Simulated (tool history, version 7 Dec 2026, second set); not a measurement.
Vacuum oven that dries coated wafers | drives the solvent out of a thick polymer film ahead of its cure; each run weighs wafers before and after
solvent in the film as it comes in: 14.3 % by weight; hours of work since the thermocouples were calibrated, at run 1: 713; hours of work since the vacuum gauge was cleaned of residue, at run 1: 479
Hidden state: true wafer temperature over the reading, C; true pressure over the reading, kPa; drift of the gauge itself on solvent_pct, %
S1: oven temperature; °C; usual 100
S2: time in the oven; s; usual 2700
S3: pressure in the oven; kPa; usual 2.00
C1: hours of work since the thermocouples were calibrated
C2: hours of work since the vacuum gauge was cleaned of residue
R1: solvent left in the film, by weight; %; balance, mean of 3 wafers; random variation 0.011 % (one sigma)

run 1 hour=0.0 | S1=100 S2=2700 S3=2.00 | C1=713 C2=479 | R1=2.51
run 2 hour=9.8 | S1=100 S2=2700 S3=2.00 | C1=720 C2=485 | R1=2.50
run 3 hour=32.7 | S1=100 S2=2700 S3=2.00 | C1=735 C2=501 | R1=2.50
run 4 hour=50.0 | S1=100 S2=2700 S3=2.00 | C1=747 C2=512 | R1=2.50
run 5 hour=60.5 | S1=100 S2=2700 S3=2.00 | C1=754 C2=519 | R1=2.50
run 6 hour=71.1 | S1=100 S2=2700 S3=2.00 | C1=761 C2=526 | R1=2.51
run 7 hour=90.3 | S1=100 S2=2700 S3=6.30 | C1=774 C2=539 | R1=4.11
run 8 hour=109.0 | S1=104 S2=2700 S3=2.00 | C1=786 C2=552 | R1=1.78
run 9 hour=126.4 | S1=100 S2=1560 S3=2.00 | C1=798 C2=564 | R1=4.49
run 10 hour=148.9 | S1=100 S2=1560 S3=2.00 | C1=813 C2=579 | R1=4.49
run 11 hour=164.0 | S1=100 S2=2700 S3=3.26 | C1=823 C2=589 | R1=2.99
-- hour=167.4 oven's thermocouples calibrated
run 12 hour=180.9 | S1=100 S2=2700 S3=3.26 | C1=9 C2=599 | R1=2.88
run 13 hour=194.1 | S1=100 S2=2100 S3=1.22 | C1=18 C2=608 | R1=2.97
run 14 hour=204.8 | S1=100 S2=4800 S3=1.22 | C1=25 C2=615 | R1=0.94
run 15 hour=219.3 | S1=106 S2=2700 S3=2.00 | C1=35 C2=624 | R1=1.40
run 16 hour=229.3 | S1=90 S2=1440 S3=2.00 | C1=42 C2=631 | R1=7.29
run 17 hour=253.0 | S1=92 S2=2700 S3=2.09 | C1=57 C2=647 | R1=4.40

Run 18 comes next. What will it give?
run 18 hour=264.6 | S1=92 S2=2700 S3=2.09 | C1=65 C2=655 | R1=?

R1: 4.41 %
Without the tool's hidden state the same run would have given R1 4.66 %.
